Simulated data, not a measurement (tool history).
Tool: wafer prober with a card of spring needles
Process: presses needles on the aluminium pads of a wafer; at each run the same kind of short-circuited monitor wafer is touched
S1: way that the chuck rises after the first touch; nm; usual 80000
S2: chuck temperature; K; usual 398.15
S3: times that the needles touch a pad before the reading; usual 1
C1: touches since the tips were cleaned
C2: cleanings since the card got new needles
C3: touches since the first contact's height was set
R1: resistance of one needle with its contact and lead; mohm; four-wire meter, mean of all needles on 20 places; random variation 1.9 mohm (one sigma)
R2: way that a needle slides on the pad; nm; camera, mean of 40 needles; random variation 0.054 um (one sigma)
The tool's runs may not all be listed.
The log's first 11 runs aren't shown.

At hour 65.7: tips cleaned on abrasive film.
At hour 69.8: tips cleaned on abrasive film.
Run 12, hour 71.9: usual settings but S1 64000 nm; C1 1452; C2 122; C3 137474. Result: R1 223 mohm, R2 8160 nm.
At hour 73.5: tips cleaned on abrasive film.
At hour 77.6: tips cleaned on abrasive film.
Run 13, hour 79.4: usual settings but S1 64000 nm; C1 1237; C2 124; C3 142403. Result: R1 215 mohm, R2 8030 nm.
At hour 81.3: tips cleaned on abrasive film.
At hour 85.1: tips cleaned on abrasive film.
Run 14, hour 87.3: usual settings; C1 1528; C2 126; C3 147581. Result: R1 214 mohm, R2 10250 nm.
At hour 88.8: tips cleaned on abrasive film.
Run 15, hour 92.2: usual settings; C1 2329; C2 127; C3 150813. Result: R1 218 mohm, R2 10270 nm.
At hour 93.1: tips cleaned on abrasive film.
At hour 96.8: tips cleaned on abrasive film.
Run 16, hour 97.3: usual settings; C1 387; C2 129; C3 154129. Result: R1 212 mohm, R2 10070 nm.
At hour 100.7: tips cleaned on abrasive film.
Run 17, hour 102.2: usual settings but S1 63000 nm, S2 306.15 K, S3 2; C1 1055; C2 130; C3 157364. Result: R1 200 mohm, R2 7940 nm.
At hour 104.7: tips cleaned on abrasive film.
At hour 108.8: tips cleaned on abrasive film.
Run 18, hour 111.7: usual settings but S1 86000 nm, S2 317.15 K, S3 2; C1 1933; C2 132; C3 163577. Result: R1 191 mohm, R2 10980 nm.
At hour 112.6: tips cleaned on abrasive film.
At hour 116.2: tips cleaned on abrasive film.
At hour 117: height of the first contact set anew.
At hour 120.1: tips cleaned on abrasive film.
Run 19, hour 120.1: usual settings but S1 82000 nm, S2 317.15 K, S3 3; C1 0; C2 135; C3 2025. Result: R1 185 mohm, R2 11150 nm.
At hour 123.6: tips cleaned on abrasive film.
At hour 127.3: tips cleaned on abrasive film.
Run 20, hour 128.1: usual settings but S1 82000 nm, S2 317.15 K, S3 3; C1 569; C2 137; C3 7319. Result: R1 189 mohm, R2 11130 nm.
At hour 131.2: tips cleaned on abrasive film.
At hour 135: tips cleaned on abrasive film.
Run 21, hour 135.8: usual settings but S1 82000 nm, S2 317.15 K, S3 3; C1 532; C2 139; C3 12362. Result: R1 189 mohm, R2 11230 nm.
At hour 138.9: tips cleaned on abrasive film.
Run 22, hour 142.3: usual settings but S1 82000 nm, S2 317.15 K, S3 3; C1 2274; C2 140; C3 16647. Result: R1 191 mohm, R2 11140 nm.
At hour 142.9: tips cleaned on abrasive film.
At hour 146.7: tips cleaned on abrasive film.
Run 23, hour 148.3: usual settings but S1 65000 nm; C1 1041; C2 142; C3 20563. Result: R1 217 mohm, R2 8750 nm.
At hour 150.4: tips cleaned on abrasive film.
At hour 154.3: tips cleaned on abrasive film.
Run 24, hour 154.3: usual settings but S1 70000 nm, S2 379.15 K, S3 2; C1 0; C2 144; C3 24481. Result: R1 203 mohm, R2 9450 nm.
At hour 158.2: tips cleaned on abrasive film.
Run 25, hour 160.2: usual settings but S1 92000 nm, S2 345.15 K, S3 2; C1 1322; C2 145; C3 28367. Result: R1 196 mohm, R2 12510 nm.
At hour 161.9: tips cleaned on abrasive film.
At hour 165.5: tips cleaned on abrasive film.
Run 26, hour 167.5: usual settings but S1 92000 nm, S2 345.15 K, S3 2; C1 1320; C2 147; C3 33183. Result: R1 195 mohm, R2 12540 nm.
At hour 169.6: tips cleaned on abrasive film.
At hour 173.8: tips cleaned on abrasive film.
Run 27, hour 177.2: usual settings but S1 98000 nm, S2 303.15 K, S3 3; C1 2296; C2 149; C3 39617. Result: R1 187 mohm, R2 13240 nm.
At hour 178: tips cleaned on abrasive film.
At hour 181.9: tips cleaned on abrasive film.
At hour 185.7: tips cleaned on abrasive film.
Run 28, hour 185.7: usual settings but S1 62000 nm, S2 314.15 K, S3 3; C1 0; C2 152; C3 45126. Result: R1 190 mohm, R2 8270 nm.
At hour 189.5: tips cleaned on abrasive film.
At hour 193.4: tips cleaned on abrasive film.
Run 29, hour 195.1: usual settings but S1 62000 nm, S2 339.15 K; C1 1125; C2 154; C3 51313. Result: R1 211 mohm, R2 8300 nm.
At hour 197.2: tips cleaned on abrasive film.
At hour 201.5: tips cleaned on abrasive film.
Run 30, hour 203.1: usual settings but S1 90000 nm, S2 339.15 K; C1 1076; C2 156; C3 56586. Result: R1 194 mohm, R2 12110 nm.
At hour 205.2: tips cleaned on abrasive film.
Run 31, hour 208.6: usual settings but S1 75000 nm, S2 339.15 K; C1 2323; C2 157; C3 60229. Result: R1 207 mohm, R2 10060 nm.

Forecast each of these 3 alternatives for the next run:
At hour 209.4: tips cleaned on abrasive film.
At hour 213.3: tips cleaned on abrasive film.
Run A, hour 213.6: usual settings but S2 358.15 K; C1 233; C2 159; C3 63461. Result: R1 ?, R2 ?.
At hour 209.4: tips cleaned on abrasive film.
At hour 213.3: tips cleaned on abrasive film.
Run B, hour 213.6: usual settings but S1 74000 nm; C1 233; C2 159; C3 63461. Result: R1 ?, R2 ?.
At hour 209.4: tips cleaned on abrasive film.
At hour 213.3: tips cleaned on abrasive film.
Run C, hour 213.6: usual settings but S2 343.15 K; C1 233; C2 159; C3 63461. Result: R1 ?, R2 ?.

run   R1     R2
  A  199  10720
  B  206   9820
  C  194  10660
Without the tool's hidden state the same runs would have given:
run   R1     R2
  A  193  11010
  B  199  10120
  C  188  10960
